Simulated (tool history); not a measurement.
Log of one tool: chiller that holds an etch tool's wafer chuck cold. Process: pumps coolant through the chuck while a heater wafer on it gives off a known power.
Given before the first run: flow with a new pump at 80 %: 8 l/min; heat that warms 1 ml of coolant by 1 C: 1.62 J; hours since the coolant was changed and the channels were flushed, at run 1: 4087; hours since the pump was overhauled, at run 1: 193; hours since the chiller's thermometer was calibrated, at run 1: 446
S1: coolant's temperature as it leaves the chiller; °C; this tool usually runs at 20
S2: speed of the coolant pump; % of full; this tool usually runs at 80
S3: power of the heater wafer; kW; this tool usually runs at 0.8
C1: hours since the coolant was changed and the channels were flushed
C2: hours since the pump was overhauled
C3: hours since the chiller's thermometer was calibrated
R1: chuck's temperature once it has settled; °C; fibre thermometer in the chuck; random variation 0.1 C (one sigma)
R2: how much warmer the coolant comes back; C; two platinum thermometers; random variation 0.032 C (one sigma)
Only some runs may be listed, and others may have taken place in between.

{"run": 1, "hour": 0.0, "S1": 20, "S2": 80, "S3": 0.8, "C1": 4087, "C2": 193, "C3": 446, "R1": 29.6, "R2": 3.76}
{"run": 2, "hour": 25.9, "S1": 20, "S2": 80, "S3": 0.909, "C1": 4113, "C2": 219, "C3": 472, "R1": 30.9, "R2": 4.12}
{"run": 3, "hour": 46.0, "S1": 20, "S2": 80, "S3": 0.522, "C1": 4133, "C2": 239, "C3": 493, "R1": 26.3, "R2": 2.44}
{"run": 4, "hour": 80.0, "S1": 20, "S2": 80, "S3": 0.522, "C1": 4167, "C2": 273, "C3": 526, "R1": 26.3, "R2": 2.4}
{"run": 5, "hour": 107.3, "S1": 20, "S2": 75, "S3": 0.8, "C1": 4194, "C2": 300, "C3": 554, "R1": 29.9, "R2": 3.99}
{"run": 6, "hour": 133.1, "S1": 20, "S2": 75, "S3": 0.8, "C1": 4220, "C2": 326, "C3": 580, "R1": 30.1, "R2": 3.96}
{"run": 7, "hour": 163.4, "S1": 20, "S2": 75, "S3": 0.8, "C1": 4250, "C2": 356, "C3": 610, "R1": 30.1, "R2": 4}
{"run": 8, "hour": 199.9, "S1": 20, "S2": 75, "S3": 0.8, "C1": 4287, "C2": 393, "C3": 646, "R1": 30.2, "R2": 3.96}
{"run": 9, "hour": 221.1, "S1": 20, "S2": 75, "S3": 0.8, "C1": 4308, "C2": 414, "C3": 668, "R1": 30, "R2": 3.99}
{"run": 10, "hour": 237.3, "S1": 20, "S2": 75, "S3": 0.8, "C1": 4324, "C2": 430, "C3": 684, "R1": 29.9, "R2": 3.92}
{"run": 11, "hour": 274.2, "S1": 20, "S2": 75, "S3": 0.8, "C1": 4361, "C2": 467, "C3": 721, "R1": 30, "R2": 3.97}
{"run": 12, "hour": 290.7, "S1": 20, "S2": 75, "S3": 0.8, "C1": 4378, "C2": 483, "C3": 737, "R1": 30, "R2": 3.95}
{"run": 13, "hour": 307.1, "S1": 19, "S2": 75, "S3": 0.8, "C1": 4394, "C2": 500, "C3": 754, "R1": 29.1, "R2": 3.94}
{"run": 14, "hour": 342.8, "S1": 19, "S2": 91, "S3": 0.8, "C1": 4430, "C2": 536, "C3": 789, "R1": 27.6, "R2": 3.2}
{"run": 15, "hour": 369.5, "S1": 19, "S2": 91, "S3": 0.8, "C1": 4457, "C2": 562, "C3": 816, "R1": 27.6, "R2": 3.24}
{"run": 16, "hour": 386.2, "S1": 20, "S2": 94, "S3": 0.8, "C1": 4473, "C2": 579, "C3": 833, "R1": 28.4, "R2": 3.11}
{"run": 17, "hour": 407.1, "S1": 20, "S2": 61, "S3": 0.928, "C1": 4494, "C2": 600, "C3": 854, "R1": 33.7, "R2": 5.68}
{"run": 18, "hour": 441.4, "S1": 30, "S2": 69, "S3": 0.928, "C1": 4528, "C2": 634, "C3": 888, "R1": 42.5, "R2": 5.06}
{"run": 19, "hour": 461.9, "S1": 14, "S2": 69, "S3": 0.89, "C1": 4549, "C2": 655, "C3": 908, "R1": 25.9, "R2": 4.82}
{"run": 20, "hour": 499.0, "S1": 14, "S2": 69, "S3": 0.89, "C1": 4586, "C2": 692, "C3": 946, "R1": 25.9, "R2": 4.84}
{"run": 21, "hour": 528.8, "S1": 14, "S2": 69, "S3": 0.89, "C1": 4616, "C2": 722, "C3": 975, "R1": 25.9, "R2": 4.84}
{"run": 22, "hour": 555.4, "S1": 13, "S2": 67, "S3": 1.074, "C1": 4642, "C2": 748, "C3": 1002, "R1": 27.9, "R2": 6.04}
{"run": 23, "hour": 578.0, "S1": 19, "S2": 67, "S3": 0.817, "C1": 4665, "C2": 771, "C3": 1024, "R1": 30.3, "R2": 4.59}
{"run": 24, "hour": 603.2, "S1": 20, "S2": 80, "S3": 0.577, "C1": 4690, "C2": 796, "C3": 1050, "R1": 26.9, "R2": 2.68}
{"run": 25, "hour": 630.1, "S1": 27, "S2": 80, "S3": 0.928, "C1": 4717, "C2": 823, "C3": 1077, "R1": 38, "R2": 4.3}
{"run": 26, "hour": 656.8, "S1": 12, "S2": 80, "S3": 0.8, "C1": 4744, "C2": 850, "C3": 1103, "R1": 21.7, "R2": 3.7}
{"run": 27, "hour": 679.5, "S1": 13, "S2": 61, "S3": 0.8, "C1": 4767, "C2": 872, "C3": 1126, "R1": 24.7, "R2": 4.93}
{"run": 28, "hour": 700.2, "S1": 25, "S2": 68, "S3": 0.8, "C1": 4787, "C2": 893, "C3": 1147, "R1": 35.8, "R2": 4.36}
{"run": 29, "hour": 732.3, "S1": 11, "S2": 62, "S3": 0.627, "C1": 4819, "C2": 925, "C3": 1179, "R1": 20, "R2": 3.84}
{"run": 30, "hour": 757.0, "S1": 22, "S2": 79, "S3": 1.036, "C1": 4844, "C2": 950, "C3": 1203, "R1": 34.6, "R2": 4.81}
{"run": 31, "hour": 781.8, "S1": 25, "S2": 86, "S3": 0.8, "C1": 4869, "C2": 975, "C3": 1228, "R1": 34, "R2": 3.43}

Here are 4 independent what-if runs from the current tool condition. What would each one return?
{"run": "A", "hour": 804.5, "S1": 18, "S2": 86, "S3": 0.808, "C1": 4892, "C2": 997, "C3": 1251, "R1": "?", "R2": "?"}
{"run": "B", "hour": 804.5, "S1": 20, "S2": 80, "S3": 0.891, "C1": 4892, "C2": 997, "C3": 1251, "R1": "?", "R2": "?"}
{"run": "C", "hour": 804.5, "S1": 16, "S2": 74, "S3": 0.626, "C1": 4892, "C2": 997, "C3": 1251, "R1": "?", "R2": "?"}
{"run": "D", "hour": 804.5, "S1": 11, "S2": 82, "S3": 0.42, "C1": 4892, "C2": 997, "C3": 1251, "R1": "?", "R2": "?"}

run=A R1=27.1 R2=3.41
run=B R1=30.6 R2=4.15
run=C R1=23.9 R2=3.18
run=D R1=15.9 R2=1.89
Without the tool's hidden state the same runs would have given:
run=A R1=27.1 R2=3.41
run=B R1=30.6 R2=4.15
run=C R1=23.9 R2=3.18
run=D R1=15.9 R2=1.89

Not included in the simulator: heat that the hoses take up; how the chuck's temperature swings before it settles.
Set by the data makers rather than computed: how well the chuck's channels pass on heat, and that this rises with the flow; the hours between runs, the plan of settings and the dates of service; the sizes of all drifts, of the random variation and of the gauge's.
